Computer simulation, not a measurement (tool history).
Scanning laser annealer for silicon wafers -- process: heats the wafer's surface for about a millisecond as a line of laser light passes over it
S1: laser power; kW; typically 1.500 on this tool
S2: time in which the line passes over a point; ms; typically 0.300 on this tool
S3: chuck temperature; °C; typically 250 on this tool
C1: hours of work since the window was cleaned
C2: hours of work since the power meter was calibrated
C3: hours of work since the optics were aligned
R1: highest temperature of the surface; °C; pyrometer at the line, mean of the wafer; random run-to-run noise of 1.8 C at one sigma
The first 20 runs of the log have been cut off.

{"run": 21, "hour": 1174.0, "S1": 1.421, "S2": 0.244, "S3": 250, "C1": 358, "C2": 2678, "C3": 54, "R1": 866}
{"run": 22, "hour": 1210.3, "S1": 1.5, "S2": 0.298, "S3": 225, "C1": 384, "C2": 2704, "C3": 79, "R1": 936}
{"run": 23, "hour": 1261.3, "S1": 1.5, "S2": 0.298, "S3": 225, "C1": 420, "C2": 2740, "C3": 116, "R1": 931}
{"run": 24, "hour": 1311.2, "S1": 1.5, "S2": 0.298, "S3": 225, "C1": 455, "C2": 2776, "C3": 151, "R1": 930}
{"run": 25, "hour": 1366.6, "S1": 1.5, "S2": 0.3, "S3": 224, "C1": 495, "C2": 2815, "C3": 190, "R1": 934}
{"run": 26, "hour": 1433.7, "S1": 1.538, "S2": 0.35, "S3": 221, "C1": 542, "C2": 2862, "C3": 238, "R1": 991}
{"run": 27, "hour": 1501.3, "S1": 1.538, "S2": 0.35, "S3": 221, "C1": 590, "C2": 2911, "C3": 286, "R1": 988}
{"run": 28, "hour": 1551.7, "S1": 1.374, "S2": 0.252, "S3": 290, "C1": 626, "C2": 2946, "C3": 322, "R1": 881}
{"hour": 1560.0, "done": "window over the wafer cleaned"}
{"run": 29, "hour": 1590.4, "S1": 1.469, "S2": 0.252, "S3": 214, "C1": 22, "C2": 2972, "C3": 348, "R1": 874}
{"run": 30, "hour": 1624.7, "S1": 1.469, "S2": 0.252, "S3": 214, "C1": 46, "C2": 2997, "C3": 372, "R1": 873}
{"run": 31, "hour": 1707.0, "S1": 1.469, "S2": 0.358, "S3": 214, "C1": 104, "C2": 3055, "C3": 431, "R1": 985}
{"run": 32, "hour": 1753.1, "S1": 1.469, "S2": 0.358, "S3": 214, "C1": 137, "C2": 3088, "C3": 463, "R1": 982}

What does the tool deliver on the next run?
{"run": 33, "hour": 1817.1, "S1": 1.433, "S2": 0.3, "S3": 286, "C1": 183, "C2": 3133, "C3": 509, "R1": "?"}

R1: 975 °C
With the hidden condition absent and the run-to-run variation left alone, this run would have shown R1 984 °C.
